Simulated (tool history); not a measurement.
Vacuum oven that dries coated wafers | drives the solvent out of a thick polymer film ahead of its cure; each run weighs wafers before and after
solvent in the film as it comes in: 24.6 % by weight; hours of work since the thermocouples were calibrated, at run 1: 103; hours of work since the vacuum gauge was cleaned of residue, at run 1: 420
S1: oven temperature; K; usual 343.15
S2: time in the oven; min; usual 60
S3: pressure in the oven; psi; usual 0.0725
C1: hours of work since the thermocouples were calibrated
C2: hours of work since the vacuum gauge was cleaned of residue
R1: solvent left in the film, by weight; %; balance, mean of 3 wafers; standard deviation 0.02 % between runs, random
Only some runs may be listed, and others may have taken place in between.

| run | hour | S1 | S2 | S3 | C1 | C2 | R1 |
|---|---|---|---|---|---|---|---|
| 1 | 0 | 343.15 | 60 | 0.0725 | 103 | 420 | 4.5 |
| 2 | 80.7 | 343.15 | 60 | 0.0725 | 141 | 458 | 4.45 |
| 3 | 176.4 | 343.15 | 60 | 0.0725 | 185 | 502 | 4.49 |
| 4 | 235 | 343.15 | 60 | 0.0725 | 213 | 529 | 4.48 |
| 5 | 348 | 343.15 | 60 | 0.0725 | 265 | 582 | 4.46 |
| 6 | 464.3 | 343.15 | 60 | 0.0725 | 319 | 636 | 4.47 |
| 7 | 536.8 | 348.15 | 99 | 0.1233 | 353 | 670 | 1.85 |
| 8 | 609.7 | 354.15 | 60 | 0.0725 | 387 | 703 | 1.69 |
| 9 | 717.2 | 329.15 | 60 | 0.0541 | 437 | 753 | 9.68 |
| 10 | 850.2 | 334.15 | 108 | 0.0725 | 498 | 815 | 4.2 |
| 11 | 933.7 | 343.15 | 62 | 0.0526 | 537 | 854 | 3.99 |
| 12 | 1023.9 | 343.15 | 49 | 0.0725 | 579 | 896 | 5.68 |

Each row is a separate what-if for the run after 12, all from the same tool condition, not one after another. Results?
| A | 1140.6 | 343.15 | 42 | 0.2827 | 633 | 950 | ? |
| B | 1140.6 | 334.15 | 31 | 0.1566 | 633 | 950 | ? |
| C | 1140.6 | 340.15 | 58 | 0.0531 | 633 | 950 | ? |
| D | 1140.6 | 341.15 | 60 | 0.0725 | 633 | 950 | ? |

| run | R1 |
|---|---|
| A | 8.64 |
| B | 12.99 |
| C | 5.43 |
| D | 5.06 |
With the hidden condition removed and each run's random variation left untouched, the same runs would have given:
| run | R1 |
|---|---|
| A | 8.95 |
| B | 13.23 |
| C | 5.65 |
| D | 5.27 |
